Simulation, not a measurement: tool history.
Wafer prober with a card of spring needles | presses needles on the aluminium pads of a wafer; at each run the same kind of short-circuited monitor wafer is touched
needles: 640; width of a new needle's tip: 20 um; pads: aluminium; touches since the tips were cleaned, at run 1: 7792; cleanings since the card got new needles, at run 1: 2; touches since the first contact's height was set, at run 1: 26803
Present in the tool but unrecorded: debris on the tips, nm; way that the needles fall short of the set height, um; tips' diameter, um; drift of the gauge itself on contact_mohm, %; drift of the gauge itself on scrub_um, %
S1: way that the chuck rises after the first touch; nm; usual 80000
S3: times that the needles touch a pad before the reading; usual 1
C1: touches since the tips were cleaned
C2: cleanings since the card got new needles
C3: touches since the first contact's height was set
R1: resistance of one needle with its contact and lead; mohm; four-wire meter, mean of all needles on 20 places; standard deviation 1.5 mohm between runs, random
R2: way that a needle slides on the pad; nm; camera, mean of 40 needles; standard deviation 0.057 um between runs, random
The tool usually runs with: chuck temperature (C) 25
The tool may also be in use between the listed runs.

run 1 hour=0.0 | S1=80000 chuck_temperature_(C)=25 S3=1 | C1=7792 C2=2 C3=26803 | R1=256 R2=15650
-- hour=1.4 tips cleaned on abrasive film
-- hour=17.9 tips cleaned on abrasive film
run 2 hour=30.8 | S1=80000 chuck_temperature_(C)=25 S3=1 | C1=7113 C2=4 C3=43749 | R1=257 R2=15640
-- hour=33.4 tips cleaned on abrasive film
-- hour=49.6 tips cleaned on abrasive film
run 3 hour=60.3 | S1=80000 chuck_temperature_(C)=25 S3=1 | C1=5940 C2=6 C3=60003 | R1=249 R2=15600
-- hour=64.1 tips cleaned on abrasive film
-- hour=78.4 tips cleaned on abrasive film
run 4 hour=78.9 | S1=80000 chuck_temperature_(C)=118 S3=1 | C1=306 C2=8 C3=70204 | R1=170 R2=15600
-- hour=93.9 tips cleaned on abrasive film
run 5 hour=94.0 | S1=80000 chuck_temperature_(C)=25 S3=1 | C1=74 C2=9 C3=78519 | R1=152 R2=15590
run 6 hour=106.7 | S1=80000 chuck_temperature_(C)=25 S3=1 | C1=7092 C2=9 C3=85537 | R1=260 R2=15560
-- hour=109.0 tips cleaned on abrasive film
-- hour=124.6 tips cleaned on abrasive film
run 7 hour=136.1 | S1=80000 chuck_temperature_(C)=25 S3=1 | C1=6374 C2=11 C3=101734 | R1=255 R2=15580
-- hour=140.2 tips cleaned on abrasive film
-- hour=154.7 tips cleaned on abrasive film
run 8 hour=164.5 | S1=80000 chuck_temperature_(C)=25 S3=1 | C1=5392 C2=13 C3=117342 | R1=251 R2=15440
-- hour=170.7 tips cleaned on abrasive film
run 9 hour=181.1 | S1=80000 chuck_temperature_(C)=25 S3=1 | C1=5762 C2=14 C3=126509 | R1=249 R2=15460
-- hour=186.3 tips cleaned on abrasive film
-- hour=201.7 tips cleaned on abrasive film
run 10 hour=211.0 | S1=80000 chuck_temperature_(C)=25 S3=1 | C1=5174 C2=16 C3=142981 | R1=246 R2=15430
-- hour=216.2 tips cleaned on abrasive film
-- hour=231.7 tips cleaned on abrasive film
run 11 hour=235.5 | S1=80000 chuck_temperature_(C)=25 S3=3 | C1=2101 C2=18 C3=156434 | R1=162 R2=15430
-- hour=247.3 tips cleaned on abrasive film
run 12 hour=255.7 | S1=80000 chuck_temperature_(C)=25 S3=3 | C1=4669 C2=19 C3=167579 | R1=178 R2=15390
-- hour=261.9 tips cleaned on abrasive film
-- hour=262.2 height of the first contact set anew
-- hour=278.1 tips cleaned on abrasive film
run 13 hour=283.4 | S1=80000 chuck_temperature_(C)=25 S3=3 | C1=2949 C2=21 C3=11690 | R1=166 R2=15670
-- hour=294.1 tips cleaned on abrasive film
-- hour=308.9 tips cleaned on abrasive film
run 14 hour=310.0 | S1=80000 chuck_temperature_(C)=25 S3=3 | C1=617 C2=23 C3=26310 | R1=148 R2=15720
-- hour=323.7 tips cleaned on abrasive film
run 15 hour=330.2 | S1=80000 chuck_temperature_(C)=25 S3=1 | C1=3606 C2=24 C3=37447 | R1=235 R2=15600
-- hour=338.2 tips cleaned on abrasive film
run 16 hour=350.4 | S1=80000 chuck_temperature_(C)=25 S3=1 | C1=6729 C2=25 C3=48580 | R1=268 R2=15600
-- hour=353.3 tips cleaned on abrasive film
-- hour=369.1 tips cleaned on abrasive film
run 17 hour=376.7 | S1=80000 chuck_temperature_(C)=25 S3=1 | C1=4169 C2=27 C3=63032 | R1=232 R2=15590
-- hour=383.9 tips cleaned on abrasive film
-- hour=399.1 tips cleaned on abrasive film
run 18 hour=404.0 | S1=64000 chuck_temperature_(C)=42 S3=1 | C1=2725 C2=29 C3=78075 | R1=254 R2=12460
-- hour=414.7 tips cleaned on abrasive film
run 19 hour=418.5 | S1=64000 chuck_temperature_(C)=38 S3=3 | C1=2106 C2=30 C3=86070 | R1=180 R2=12390
-- hour=430.1 tips cleaned on abrasive film
run 20 hour=432.9 | S1=64000 chuck_temperature_(C)=38 S3=3 | C1=1568 C2=31 C3=93963 | R1=173 R2=12190
-- hour=445.4 tips cleaned on abrasive film
-- hour=460.8 tips cleaned on abrasive film
run 21 hour=461.2 | S1=64000 chuck_temperature_(C)=38 S3=2 | C1=213 C2=33 C3=109557 | R1=163 R2=12380
-- hour=475.7 tips cleaned on abrasive film
run 22 hour=488.9 | S1=64000 chuck_temperature_(C)=38 S3=2 | C1=7279 C2=34 C3=124825 | R1=263 R2=12270
-- hour=491.0 tips cleaned on abrasive film
run 23 hour=501.4 | S1=64000 chuck_temperature_(C)=38 S3=2 | C1=5788 C2=35 C3=131735 | R1=247 R2=12250
-- hour=505.7 tips cleaned on abrasive film
-- hour=521.5 tips cleaned on abrasive film
run 24 hour=523.4 | S1=80000 chuck_temperature_(C)=61 S3=1 | C1=1082 C2=37 C3=143807 | R1=183 R2=15370
-- hour=536.2 tips cleaned on abrasive film
run 25 hour=538.2 | S1=80000 chuck_temperature_(C)=61 S3=1 | C1=1114 C2=38 C3=151947 | R1=183 R2=15450
-- hour=552.1 tips cleaned on abrasive film
run 26 hour=557.0 | S1=79000 chuck_temperature_(C)=108 S3=2 | C1=2695 C2=39 C3=162291 | R1=196 R2=15200
-- hour=567.9 tips cleaned on abrasive film
-- hour=572.7 height of the first contact set anew
-- hour=583.3 tips cleaned on abrasive film
run 27 hour=588.0 | S1=79000 chuck_temperature_(C)=37 S3=2 | C1=2591 C2=41 C3=8387 | R1=185 R2=15620
-- hour=597.9 tips cleaned on abrasive film
run 28 hour=609.7 | S1=75000 chuck_temperature_(C)=35 S3=2 | C1=6541 C2=42 C3=20403 | R1=226 R2=14640
-- hour=612.6 tips cleaned on abrasive film
run 29 hour=622.9 | S1=86000 chuck_temperature_(C)=28 S3=2 | C1=5710 C2=43 C3=27630 | R1=197 R2=16910
-- hour=629.4 tips cleaned on abrasive film
-- hour=644.6 tips cleaned on abrasive film
run 30 hour=648.5 | S1=70000 chuck_temperature_(C)=85 S3=1 | C1=2155 C2=45 C3=41733 | R1=242 R2=13730
-- hour=660.0 tips cleaned on abrasive film
run 31 hour=669.4 | S1=67000 chuck_temperature_(C)=50 S3=2 | C1=5189 C2=46 C3=53250 | R1=250 R2=13040
-- hour=676.7 tips cleaned on abrasive film
run 32 hour=690.4 | S1=67000 chuck_temperature_(C)=50 S3=2 | C1=7610 C2=47 C3=64836 | R1=263 R2=12980

Results per run with the tool's hidden condition removed, run-to-run variation unchanged:
run=1 R1=137 R2=15680
run=2 R1=137 R2=15710
run=3 R1=138 R2=15720
run=4 R1=155 R2=15760
run=5 R1=139 R2=15780
run=6 R1=137 R2=15740
run=7 R1=138 R2=15800
run=8 R1=137 R2=15690
run=9 R1=138 R2=15730
run=10 R1=137 R2=15740
run=11 R1=139 R2=15780
run=12 R1=138 R2=15760
run=13 R1=137 R2=15680
run=14 R1=138 R2=15780
run=15 R1=139 R2=15690
run=16 R1=142 R2=15710
run=17 R1=138 R2=15730
run=18 R1=146 R2=12660
run=19 R1=147 R2=12600
run=20 R1=144 R2=12420
run=21 R1=148 R2=12650
run=22 R1=146 R2=12560
run=23 R1=145 R2=12560
run=24 R1=143 R2=15720
run=25 R1=145 R2=15820
run=26 R1=153 R2=15580
run=27 R1=139 R2=15650
run=28 R1=141 R2=14680
run=29 R1=137 R2=16980
run=30 R1=156 R2=13830
run=31 R1=150 R2=13160
run=32 R1=148 R2=13110
